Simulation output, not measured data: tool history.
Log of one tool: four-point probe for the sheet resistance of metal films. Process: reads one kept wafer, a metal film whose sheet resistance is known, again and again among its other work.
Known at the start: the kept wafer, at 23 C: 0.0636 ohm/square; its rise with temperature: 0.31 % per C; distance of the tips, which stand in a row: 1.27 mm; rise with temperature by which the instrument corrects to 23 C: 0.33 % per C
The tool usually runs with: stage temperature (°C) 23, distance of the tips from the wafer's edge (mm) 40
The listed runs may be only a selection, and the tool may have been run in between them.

| run | hour | stage temperature (°C) | distance of the tips from the wafer's edge (mm) | sheet resistance as the instrument gives it (ohm/square) |
|---|---|---|---|---|
| 1 | 0 | 23 | 40 | 0.063432 |
| 2 | 35.2 | 23 | 21 | 0.063538 |
| 3 | 62.3 | 23 | 21 | 0.063512 |
| 4 | 108.5 | 23 | 65 | 0.063408 |
| 5 | 134.2 | 23 | 40 | 0.063402 |
| 6 | 196.6 | 23 | 40 | 0.063414 |
| 7 | 226.5 | 23 | 40 | 0.063438 |
| 8 | 260.7 | 23 | 40 | 0.063402 |
|  | 287.6 | stage's thermometer calibrated |
| 9 | 304.8 | 23 | 40 | 0.063329 |
| 10 | 357.9 | 23 | 40 | 0.06334 |
| 11 | 386.1 | 23 | 40 | 0.063345 |
| 12 | 434.5 | 23 | 15 | 0.063561 |
| 13 | 466.7 | 23 | 15 | 0.063557 |
| 14 | 518.1 | 23 | 15 | 0.063527 |
| 15 | 577.1 | 23 | 40 | 0.063338 |
| 16 | 619.7 | 29 | 40 | 0.063244 |
| 17 | 664 | 29 | 40 | 0.063246 |
| 18 | 716.7 | 24 | 40 | 0.063313 |
| 19 | 763.5 | 24 | 40 | 0.063311 |
| 20 | 822.2 | 23 | 16 | 0.063515 |
| 21 | 848.8 | 23 | 16 | 0.063502 |
| 22 | 886.6 | 19 | 40 | 0.063349 |
| 23 | 920.2 | 23 | 20 | 0.063426 |
| 24 | 953.2 | 24 | 20 | 0.063395 |
| 25 | 997.3 | 24 | 20 | 0.063393 |
| 26 | 1059.3 | 27 | 36 | 0.063288 |
| 27 | 1088.3 | 18 | 64 | 0.063345 |
| 28 | 1130.9 | 19 | 21 | 0.063464 |

For run 29, what comes out?
| 29 | 1158.9 | 19 | 21 | ? |

Run 29 came out at sheet resistance as the instrument gives it (ohm/square) 0.063451.
Without the tool's hidden state the same run would have given sheet resistance as the instrument gives it (ohm/square) 0.063777.

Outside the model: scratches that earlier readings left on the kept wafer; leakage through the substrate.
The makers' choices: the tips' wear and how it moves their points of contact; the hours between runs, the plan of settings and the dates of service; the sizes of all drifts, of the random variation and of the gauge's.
